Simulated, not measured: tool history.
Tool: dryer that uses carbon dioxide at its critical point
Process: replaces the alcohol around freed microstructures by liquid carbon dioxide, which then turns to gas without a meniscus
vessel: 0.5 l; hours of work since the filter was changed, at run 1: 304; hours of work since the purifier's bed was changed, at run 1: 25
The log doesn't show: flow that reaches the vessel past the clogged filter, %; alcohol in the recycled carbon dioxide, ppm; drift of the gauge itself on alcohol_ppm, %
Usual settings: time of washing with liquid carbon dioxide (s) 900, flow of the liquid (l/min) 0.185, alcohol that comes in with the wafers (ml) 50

run   hour  time of washing with liquid carbon dioxide (s)  flow of the liquid (l/min)  alcohol that comes in with the wafers (ml)  hours of work since the filter was changed  hours of work since the purifier's bed was changed  alcohol left in the vessel before it's heated (ppm by volume)
  1      0                                             900                       0.185                                          50                                         304                                                  25                                                           2591
  2    4.8                                             900                        0.14                                          50                                         306                                                  27                                                           6201
  3     16                                             900                        0.14                                          50                                         309                                                  30                                                           6155
  4   24.2                                             900                        0.14                                          50                                         312                                                  33                                                           6128
  5   33.9                                             900                        0.14                                          50                                         315                                                  36                                                           6294
  6   45.1                                             900                       0.185                                          50                                         319                                                  40                                                           2551
  7   52.3                                             900                       0.185                                          50                                         321                                                  42                                                           2589
  8   57.4                                             900                       0.282                                          50                                         323                                                  43                                                            414
  9   66.1                                             900                       0.185                                          36                                         325                                                  46                                                           1892
 10   74.7                                             900                       0.139                                          36                                         328                                                  49                                                           4589
 11   79.7                                             900                       0.139                                          36                                         330                                                  51                                                           4690
 12   90.7                                             900                       0.185                                          50                                         333                                                  54                                                           2489
 13  100.7                                             900                       0.185                                          50                                         336                                                  57                                                           2620
 14  107.9                                             900                       0.185                                          50                                         339                                                  59                                                           2632
 15  113.2                                             900                       0.185                                          50                                         340                                                  61                                                           2621
 16  122.3                                             900                       0.185                                          50                                         343                                                  64                                                           2664
 17  128.6                                             900                       0.185                                          48                                         345                                                  66                                                           2546
 18  138.4                                             900                       0.185                                          50                                         348                                                  69                                                           2688
 19  144.8                                             900                       0.185                                          50                                         350                                                  71                                                           2623
 20  151.4                                             900                       0.185                                          50                                         352                                                  73                                                           2679
 21  158.1                                             900                       0.185                                          50                                         355                                                  75                                                           2712
 22    165                                             900                       0.259                                          38                                         357                                                  78                                                            510
 23  172.6                                            1200                       0.117                                          50                                         359                                                  80                                                           4699
 24  184.3                                             720                       0.185                                          37                                         363                                                  84                                                           4179
 25  191.5                                             720                       0.185                                          37                                         365                                                  86                                                           4178
 26  202.1                                             720                       0.185                                          37                                         369                                                  89                                                           4136
 27  211.7                                             720                       0.185                                          37                                         372                                                  93                                                           4114
 28  222.1                                             840                       0.227                                          37                                         375                                                  96                                                           1228
 29  230.2                                             840                       0.227                                          37                                         377                                                  98                                                           1226
 30  236.7                                            1320                       0.196                                          77                                         380                                                 100                                                            606
 31  243.8                                            1320                       0.196                                          77                                         382                                                 103                                                            593
 32  250.3                                            1320                       0.196                                          77                                         384                                                 105                                                            620
 33  259.8                                             900                       0.113                                          30                                         387                                                 108                                                           6480
 34  269.1                                             960                       0.234                                          42                                         390                                                 111                                                            728
 35  275.2                                             960                       0.234                                          42                                         392                                                 113                                                            676
 36  285.6                                             960                       0.234                                          42                                         395                                                 116                                                            704
 37    294                                             960                       0.214                                          44                                         398                                                 119                                                           1069
 38    302                                             540                       0.282                                          31                                         400                                                 121                                                           2419
 39  309.1                                             780                       0.282                                          31                                         403                                                 123                                                            598
 40  318.9                                             780                       0.265                                          31                                         406                                                 127                                                            784
 41    326                                             840                       0.176                                          35                                         408                                                 129                                                           2908
 42  334.8                                             840                       0.176                                          35                                         411                                                 132                                                           2958

Forecast each of these 4 alternatives for the next run:
  A  345.1                                            1200                       0.185                                          30                                         414                                                 135                                                              ?
  B  345.1                                             600                       0.185                                          81                                         414                                                 135                                                              ?
  C  345.1                                             840                        0.22                                          45                                         414                                                 135                                                              ?
  D  345.1                                             840                       0.184                                          22                                         414                                                 135                                                              ?

run  alcohol left in the vessel before it's heated (ppm by volume)
  A                                                            542
  B                                                          15011
  C                                                           1756
  D                                                           1678
Without the tool's hidden state the same runs would have given:
run  alcohol left in the vessel before it's heated (ppm by volume)
  A                                                            298
  B                                                          11393
  C                                                           1095
  D                                                           1127

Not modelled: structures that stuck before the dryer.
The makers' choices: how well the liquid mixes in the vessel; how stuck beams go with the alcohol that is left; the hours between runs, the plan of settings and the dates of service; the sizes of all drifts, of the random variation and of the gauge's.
